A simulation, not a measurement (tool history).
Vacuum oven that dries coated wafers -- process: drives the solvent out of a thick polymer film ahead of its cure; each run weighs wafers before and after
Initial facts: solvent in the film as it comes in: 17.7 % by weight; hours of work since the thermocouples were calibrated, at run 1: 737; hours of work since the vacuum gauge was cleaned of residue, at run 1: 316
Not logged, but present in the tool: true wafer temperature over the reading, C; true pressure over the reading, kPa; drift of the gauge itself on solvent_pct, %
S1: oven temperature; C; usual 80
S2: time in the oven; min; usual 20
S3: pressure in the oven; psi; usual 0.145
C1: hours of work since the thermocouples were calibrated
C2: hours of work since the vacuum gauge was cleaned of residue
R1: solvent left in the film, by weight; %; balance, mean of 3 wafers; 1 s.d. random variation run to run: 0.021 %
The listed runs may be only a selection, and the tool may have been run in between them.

run 1 hour=0.0 | S1=80 S2=20 S3=0.145 | C1=737 C2=316 | R1=4.57
run 2 hour=86.6 | S1=80 S2=20 S3=0.145 | C1=774 C2=352 | R1=4.55
run 3 hour=168.7 | S1=80 S2=20 S3=0.145 | C1=808 C2=387 | R1=4.57
run 4 hour=208.2 | S1=80 S2=20 S3=0.145 | C1=825 C2=403 | R1=4.58
run 5 hour=254.6 | S1=80 S2=20 S3=0.145 | C1=844 C2=423 | R1=4.59
run 6 hour=345.4 | S1=80 S2=20 S3=0.145 | C1=882 C2=461 | R1=4.64
-- hour=361.2 oven's thermocouples calibrated
run 7 hour=394.7 | S1=80 S2=20 S3=0.145 | C1=14 C2=481 | R1=4.39
run 8 hour=439.1 | S1=68 S2=20 S3=0.145 | C1=33 C2=499 | R1=7.62
run 9 hour=502.6 | S1=68 S2=20 S3=0.145 | C1=59 C2=526 | R1=7.54
run 10 hour=561.5 | S1=68 S2=17 S3=0.145 | C1=84 C2=551 | R1=8.34
run 11 hour=605.3 | S1=68 S2=17 S3=0.145 | C1=102 C2=569 | R1=8.38
run 12 hour=644.2 | S1=89 S2=27 S3=0.145 | C1=119 C2=585 | R1=1.58
run 13 hour=689.9 | S1=83 S2=12 S3=0.542 | C1=138 C2=605 | R1=7.70
run 14 hour=779.4 | S1=83 S2=12 S3=0.542 | C1=175 C2=642 | R1=7.60
run 15 hour=846.3 | S1=83 S2=12 S3=0.542 | C1=203 C2=670 | R1=7.71
run 16 hour=908.6 | S1=94 S2=31 S3=0.268 | C1=230 C2=696 | R1=1.25
run 17 hour=955.1 | S1=80 S2=13 S3=0.384 | C1=249 C2=716 | R1=7.58
run 18 hour=1002.2 | S1=80 S2=18 S3=0.083 | C1=269 C2=736 | R1=4.73
run 19 hour=1063.4 | S1=71 S2=14 S3=0.271 | C1=294 C2=761 | R1=9.18
run 20 hour=1108.8 | S1=88 S2=20 S3=0.145 | C1=313 C2=780 | R1=2.78

5 options for the next run, each taken on its own from the tool as it stands now. Forecast them:
run A hour=1147.6 | S1=80 S2=19 S3=0.571 | C1=330 C2=796 | R1=?
run B hour=1147.6 | S1=82 S2=34 S3=0.306 | C1=330 C2=796 | R1=?
run C hour=1147.6 | S1=88 S2=12 S3=0.145 | C1=330 C2=796 | R1=?
run D hour=1147.6 | S1=76 S2=29 S3=0.145 | C1=330 C2=796 | R1=?
run E hour=1147.6 | S1=82 S2=13 S3=0.160 | C1=330 C2=796 | R1=?

run=A R1=6.81
run=B R1=2.91
run=C R1=5.11
run=D R1=3.81
run=E R1=6.25
Without the tool's unlogged condition, the same runs would have read:
run=A R1=6.55
run=B R1=2.70
run=C R1=4.91
run=D R1=3.55
run=E R1=6.02

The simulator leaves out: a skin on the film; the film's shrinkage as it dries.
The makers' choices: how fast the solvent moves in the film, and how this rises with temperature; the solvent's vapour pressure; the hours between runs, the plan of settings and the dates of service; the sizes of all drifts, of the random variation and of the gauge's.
